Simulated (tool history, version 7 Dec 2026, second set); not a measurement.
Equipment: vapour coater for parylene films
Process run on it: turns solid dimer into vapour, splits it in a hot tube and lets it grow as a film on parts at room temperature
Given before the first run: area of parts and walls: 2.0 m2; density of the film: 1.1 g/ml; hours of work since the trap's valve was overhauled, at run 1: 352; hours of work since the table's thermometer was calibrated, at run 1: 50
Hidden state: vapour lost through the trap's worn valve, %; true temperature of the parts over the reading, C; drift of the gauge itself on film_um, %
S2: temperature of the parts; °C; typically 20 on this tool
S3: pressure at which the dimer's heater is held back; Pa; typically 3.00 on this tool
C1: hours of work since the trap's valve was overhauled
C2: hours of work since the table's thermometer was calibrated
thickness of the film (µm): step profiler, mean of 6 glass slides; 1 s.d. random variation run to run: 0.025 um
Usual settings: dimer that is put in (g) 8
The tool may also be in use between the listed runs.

Run 1, hour 0.0: usual settings; C1 352; C2 50. Result: thickness of the film (µm) 2.73.
Run 2, hour 46.9: usual settings but S2 22 °C; C1 373; C2 71. Result: thickness of the film (µm) 2.72.
Run 3, hour 77.0: usual settings but S2 22 °C; C1 386; C2 84. Result: thickness of the film (µm) 2.67.
At hour 85.4: trap's valve overhauled.
Run 4, hour 137.0: usual settings but S2 22 °C; C1 23; C2 108. Result: thickness of the film (µm) 2.55.
Run 5, hour 193.6: usual settings but S2 14 °C; C1 48; C2 133. Result: thickness of the film (µm) 2.95.
Run 6, hour 260.4: usual settings but S2 14 °C; C1 77; C2 163. Result: thickness of the film (µm) 2.90.
Run 7, hour 293.6: usual settings but dimer that is put in (g) 4; C1 91; C2 177. Result: thickness of the film (µm) 1.33.
Run 8, hour 348.0: usual settings but S2 32 °C; C1 115; C2 201. Result: thickness of the film (µm) 2.22.
Run 9, hour 412.0: usual settings but S2 32 °C; C1 143; C2 229. Result: thickness of the film (µm) 2.21.
At hour 473.4: trap's valve overhauled, once more.
Run 10, hour 476.0: usual settings but S2 32 °C; C1 1; C2 255. Result: thickness of the film (µm) 2.40.
Run 11, hour 540.1: usual settings but S2 32 °C; C1 29; C2 284. Result: thickness of the film (µm) 2.41.
Run 12, hour 590.4: usual settings but S2 32 °C; C1 51; C2 306. Result: thickness of the film (µm) 2.41.

Run 13, settings as shown, results not yet in. Your forecast:
Run 13, hour 631.3: usual settings but dimer that is put in (g) 13, S2 14 °C, S3 7.76 Pa; C1 69; C2 324. Result: thickness of the film (µm) ?.

thickness of the film (µm): 4.45
On a tool with no hidden condition, and with the same random variation, this run would have come out at thickness of the film (µm) 4.48.
